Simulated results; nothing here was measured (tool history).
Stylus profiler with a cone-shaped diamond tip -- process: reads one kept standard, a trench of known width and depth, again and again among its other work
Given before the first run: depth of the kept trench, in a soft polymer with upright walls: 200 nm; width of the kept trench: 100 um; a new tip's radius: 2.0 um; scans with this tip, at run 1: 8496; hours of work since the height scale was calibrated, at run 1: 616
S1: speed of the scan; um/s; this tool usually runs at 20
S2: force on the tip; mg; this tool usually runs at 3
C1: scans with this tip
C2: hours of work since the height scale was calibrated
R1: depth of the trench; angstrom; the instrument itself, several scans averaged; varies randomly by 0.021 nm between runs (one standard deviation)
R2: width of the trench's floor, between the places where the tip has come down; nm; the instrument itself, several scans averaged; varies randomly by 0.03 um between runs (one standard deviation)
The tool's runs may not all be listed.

run   hour  S1    S2    C1   C2      R1     R2
  1      0  20     3  8496  616  2033.7  97280
  2   13.2  20  2.95  8574  622  2033.7  97250
  3   28.9  20  2.95  8666  628  2033.7  97260
  4   48.6  20  2.95  8781  637  2033.7  97250
  5   62.4  20  2.95  8862  643  2033.8  97270
  6   77.5  20  2.95  8951  649  2033.6  97200
  7   95.5  20  2.95  9056  657  2033.9  97170
  8  105.2  20     3  9113  661  2034.2  97230
     106.8  -- height scale calibrated on a step standard
  9  118.8  32  7.24  9190    5  2060.9  97240
 10  127.3  48  7.42  9239    9    2062  97190
 11  139.3  48  7.42  9310   14  2062.1  97180
 12  147.8  61  3.23  9360   17  2036.9  97050
     152.2  -- height scale calibrated on a step standard, once more
 13  164.5  29  1.57  9454    5  2021.5  97080
 14  181.7  12  3.22  9555   13    2034  97210
 15  197.7  29  5.66  9649   19  2049.8  97140
 16  213.1   7  1.24  9740   26  2018.8  97220

Across each entry between runs, compare the hidden state at the last listed run before it with the hidden state at the first listed run after it:
Logged between run 8 and run 9: height scale calibrated on a step standard (hour 106.8)
  radius of the tip, um: 4.66 -> 4.68; height scale over the true one, %: 0.115 -> 0.171
  difference, measured minus the result without the unlogged condition, R1: +2.3 -> +3.5 angstrom; R2: -960 -> -960 nm
Logged between run 12 and run 13: height scale calibrated on a step standard, once more (hour 152.2)
  radius of the tip, um: 4.73 -> 4.76; height scale over the true one, %: 0.173 -> 0.04
  difference, measured minus the result without the unlogged condition, R1: +3.6 -> +0.8 angstrom; R2: -980 -> -990 nm

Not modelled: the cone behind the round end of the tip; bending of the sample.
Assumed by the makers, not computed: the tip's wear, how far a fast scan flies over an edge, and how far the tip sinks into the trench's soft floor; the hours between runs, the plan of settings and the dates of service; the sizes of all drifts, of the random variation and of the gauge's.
